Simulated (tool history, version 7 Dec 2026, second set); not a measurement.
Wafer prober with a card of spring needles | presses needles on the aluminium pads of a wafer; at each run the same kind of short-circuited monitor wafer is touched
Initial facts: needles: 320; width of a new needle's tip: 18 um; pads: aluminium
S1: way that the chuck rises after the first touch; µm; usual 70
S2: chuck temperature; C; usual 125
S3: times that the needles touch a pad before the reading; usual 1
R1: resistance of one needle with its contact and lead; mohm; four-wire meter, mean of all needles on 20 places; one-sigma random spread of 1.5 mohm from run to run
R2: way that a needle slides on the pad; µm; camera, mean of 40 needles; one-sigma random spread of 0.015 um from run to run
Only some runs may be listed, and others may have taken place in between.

run 1 hour=0 | S1=70 S2=125 S3=1 | R1=161 R2=16.01
-- hour=13.2 tips cleaned on abrasive film
run 2 hour=18.1 | S1=70 S2=125 S3=1 | R1=158 R2=15.99
-- hour=31.7 tips cleaned on abrasive film
run 3 hour=34.1 | S1=75 S2=125 S3=1 | R1=148 R2=17.09
run 4 hour=42.8 | S1=70 S2=125 S3=1 | R1=171 R2=15.97
-- hour=50.7 tips cleaned on abrasive film
run 5 hour=59 | S1=70 S2=125 S3=1 | R1=168 R2=15.94
-- hour=69 tips cleaned on abrasive film
run 6 hour=74.8 | S1=51 S2=125 S3=1 | R1=182 R2=11.55
-- hour=87.8 tips cleaned on abrasive film
run 7 hour=92.7 | S1=51 S2=125 S3=1 | R1=182 R2=11.51
run 8 hour=100.3 | S1=51 S2=125 S3=1 | R1=213 R2=11.52
-- hour=106.5 tips cleaned on abrasive film
run 9 hour=113.7 | S1=51 S2=125 S3=1 | R1=193 R2=11.5
run 10 hour=121.6 | S1=70 S2=125 S3=1 | R1=177 R2=15.88
-- hour=125.5 tips cleaned on abrasive film
-- hour=135.9 height of the first contact set anew
run 11 hour=135.9 | S1=70 S2=125 S3=1 | R1=171 R2=16.14
-- hour=144.6 tips cleaned on abrasive film
run 12 hour=153 | S1=70 S2=46 S3=1 | R1=162 R2=16.09
run 13 hour=161.7 | S1=70 S2=46 S3=1 | R1=177 R2=16.09
-- hour=163.2 tips cleaned on abrasive film
run 14 hour=179.6 | S1=70 S2=46 S3=1 | R1=176 R2=16.07
-- hour=182.2 tips cleaned on abrasive film
run 15 hour=196.3 | S1=70 S2=46 S3=1 | R1=174 R2=16.02
-- hour=201.9 tips cleaned on abrasive film
run 16 hour=207.8 | S1=70 S2=46 S3=1 | R1=151 R2=16.01
-- hour=220.5 tips cleaned on abrasive film
run 17 hour=224.7 | S1=70 S2=29 S3=1 | R1=146 R2=16.01
run 18 hour=237.9 | S1=70 S2=29 S3=1 | R1=178 R2=15.99
-- hour=239.7 tips cleaned on abrasive film
run 19 hour=255.9 | S1=70 S2=29 S3=1 | R1=178 R2=15.99
-- hour=258.7 tips cleaned on abrasive film
run 20 hour=265 | S1=78 S2=29 S3=1 | R1=149 R2=17.81
run 21 hour=273 | S1=63 S2=56 S3=1 | R1=186 R2=14.34
-- hour=277.1 tips cleaned on abrasive film
run 22 hour=287.5 | S1=69 S2=49 S3=2 | R1=152 R2=15.71
-- hour=296.5 tips cleaned on abrasive film
run 23 hour=297.2 | S1=60 S2=86 S3=1 | R1=142 R2=13.61
run 24 hour=309.4 | S1=70 S2=63 S3=3 | R1=146 R2=15.9
-- hour=315.8 tips cleaned on abrasive film
run 25 hour=327.4 | S1=59 S2=125 S3=1 | R1=191 R2=13.38
-- hour=334.3 tips cleaned on abrasive film
run 26 hour=336.4 | S1=70 S2=100 S3=1 | R1=148 R2=15.89
run 27 hour=350.5 | S1=63 S2=125 S3=2 | R1=172 R2=14.28
-- hour=353.4 tips cleaned on abrasive film
run 28 hour=362.4 | S1=63 S2=125 S3=2 | R1=163 R2=14.23
run 29 hour=370.3 | S1=81 S2=54 S3=2 | R1=151 R2=18.37
-- hour=372.3 tips cleaned on abrasive film
run 30 hour=378.7 | S1=53 S2=53 S3=2 | R1=165 R2=11.94
-- hour=383.2 height of the first contact set anew
-- hour=391.5 tips cleaned on abrasive film
run 31 hour=393.6 | S1=53 S2=53 S3=2 | R1=143 R2=12.19
run 32 hour=404 | S1=63 S2=61 S3=2 | R1=162 R2=14.51
-- hour=410.3 tips cleaned on abrasive film
run 33 hour=418 | S1=63 S2=61 S3=2 | R1=155 R2=14.44
-- hour=428.7 tips cleaned on abrasive film
run 34 hour=434.7 | S1=70 S2=125 S3=1 | R1=165 R2=16.06

3 ways to go on from here, each from the tool as it stands after run 34. What would each give?
run A hour=442.7 | S1=70 S2=107 S3=2 | R1=? R2=?
run B hour=442.7 | S1=70 S2=27 S3=2 | R1=? R2=?
run C hour=442.7 | S1=68 S2=29 S3=1 | R1=? R2=?

run=A R1=162 R2=16.05
run=B R1=154 R2=16.05
run=C R1=176 R2=15.6
Stripped of hidden state, with their random variation kept, the same runs would have yielded:
run=A R1=134 R2=16.11
run=B R1=123 R2=16.11
run=C R1=122 R2=15.66
